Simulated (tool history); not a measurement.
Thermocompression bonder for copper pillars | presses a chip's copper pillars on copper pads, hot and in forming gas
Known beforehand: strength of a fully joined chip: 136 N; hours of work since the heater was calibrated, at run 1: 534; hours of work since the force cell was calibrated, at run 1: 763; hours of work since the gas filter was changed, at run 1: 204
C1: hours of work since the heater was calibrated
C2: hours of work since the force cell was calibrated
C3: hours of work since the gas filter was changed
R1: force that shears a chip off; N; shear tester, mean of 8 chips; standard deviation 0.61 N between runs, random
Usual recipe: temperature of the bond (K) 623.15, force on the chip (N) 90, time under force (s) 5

{"run": 1, "hour": 0.0, "temperature of the bond (K)": 623.15, "force on the chip (N)": 90, "time under force (s)": 5, "C1": 534, "C2": 763, "C3": 204, "R1": 44.6}
{"run": 2, "hour": 92.4, "temperature of the bond (K)": 623.15, "force on the chip (N)": 90, "time under force (s)": 9, "C1": 598, "C2": 827, "C3": 269, "R1": 54.5}
{"hour": 116.6, "done": "forming gas filter changed"}
{"run": 3, "hour": 178.2, "temperature of the bond (K)": 602.15, "force on the chip (N)": 90, "time under force (s)": 5, "C1": 657, "C2": 887, "C3": 43, "R1": 36.7}
{"run": 4, "hour": 255.4, "temperature of the bond (K)": 623.15, "force on the chip (N)": 90, "time under force (s)": 3, "C1": 711, "C2": 940, "C3": 96, "R1": 39.3}
{"run": 5, "hour": 337.9, "temperature of the bond (K)": 623.15, "force on the chip (N)": 90, "time under force (s)": 5, "C1": 768, "C2": 998, "C3": 154, "R1": 46.3}
{"run": 6, "hour": 426.2, "temperature of the bond (K)": 623.15, "force on the chip (N)": 90, "time under force (s)": 5, "C1": 830, "C2": 1059, "C3": 215, "R1": 45.1}
{"run": 7, "hour": 499.5, "temperature of the bond (K)": 641.15, "force on the chip (N)": 90, "time under force (s)": 5, "C1": 881, "C2": 1110, "C3": 266, "R1": 53.9}
{"hour": 526.9, "done": "forming gas filter changed"}
{"run": 8, "hour": 590.4, "temperature of the bond (K)": 623.15, "force on the chip (N)": 90, "time under force (s)": 3, "C1": 943, "C2": 1173, "C3": 44, "R1": 39.8}
{"hour": 655.1, "done": "force cell calibrated"}
{"run": 9, "hour": 674.6, "temperature of the bond (K)": 615.15, "force on the chip (N)": 90, "time under force (s)": 5, "C1": 1001, "C2": 14, "C3": 102, "R1": 47.1}
{"run": 10, "hour": 725.3, "temperature of the bond (K)": 623.15, "force on the chip (N)": 90, "time under force (s)": 5, "C1": 1036, "C2": 49, "C3": 137, "R1": 50.2}
{"run": 11, "hour": 801.6, "temperature of the bond (K)": 623.15, "force on the chip (N)": 110, "time under force (s)": 6, "C1": 1089, "C2": 102, "C3": 190, "R1": 62.8}
{"run": 12, "hour": 859.0, "temperature of the bond (K)": 625.15, "force on the chip (N)": 90, "time under force (s)": 15, "C1": 1129, "C2": 142, "C3": 230, "R1": 72.8}
{"hour": 939.7, "done": "forming gas filter changed"}
{"run": 13, "hour": 961.0, "temperature of the bond (K)": 642.15, "force on the chip (N)": 90, "time under force (s)": 3, "C1": 1200, "C2": 212, "C3": 15, "R1": 53.2}
{"run": 14, "hour": 1029.0, "temperature of the bond (K)": 610.15, "force on the chip (N)": 77, "time under force (s)": 5, "C1": 1247, "C2": 260, "C3": 62, "R1": 40.2}
{"run": 15, "hour": 1123.8, "temperature of the bond (K)": 634.15, "force on the chip (N)": 82, "time under force (s)": 6, "C1": 1313, "C2": 325, "C3": 128, "R1": 57.1}
{"run": 16, "hour": 1225.1, "temperature of the bond (K)": 634.15, "force on the chip (N)": 82, "time under force (s)": 6, "C1": 1383, "C2": 396, "C3": 198, "R1": 55.4}
{"run": 17, "hour": 1277.3, "temperature of the bond (K)": 637.15, "force on the chip (N)": 56, "time under force (s)": 6, "C1": 1420, "C2": 432, "C3": 235, "R1": 43.1}
{"hour": 1295.6, "done": "heater calibrated with a thermocouple chip"}
{"hour": 1352.6, "done": "forming gas filter changed"}
{"run": 18, "hour": 1363.7, "temperature of the bond (K)": 638.15, "force on the chip (N)": 56, "time under force (s)": 4, "C1": 47, "C2": 490, "C3": 8, "R1": 34.1}
{"run": 19, "hour": 1445.8, "temperature of the bond (K)": 597.15, "force on the chip (N)": 99, "time under force (s)": 3, "C1": 104, "C2": 548, "C3": 65, "R1": 28.9}

Some steps in R1 between neighbouring runs. How much of each would the tool show without its hidden state too (settings, what came in, random variation), and how much is left for the hidden state, with any gauge scatter that isn't in both results?
Hidden conditions of the tool in this case: true temperature of the bond over the reading, C; force that reaches the chip, % of what is set; oxide that the forming gas leaves, % of the face; drift of the gauge itself on shear_n, %.
Run 2 -> 3: temperature of the bond (K) 623.15 -> 602.15, time under force (s) 9 -> 5, forming gas filter changed. R1 -17.8 N: hidden state +6.4, all else -24.2.
Run 12 -> 13: temperature of the bond (K) 625.15 -> 642.15, time under force (s) 15 -> 3, forming gas filter changed. R1 -19.6 N: hidden state +5.5, all else -25.1.
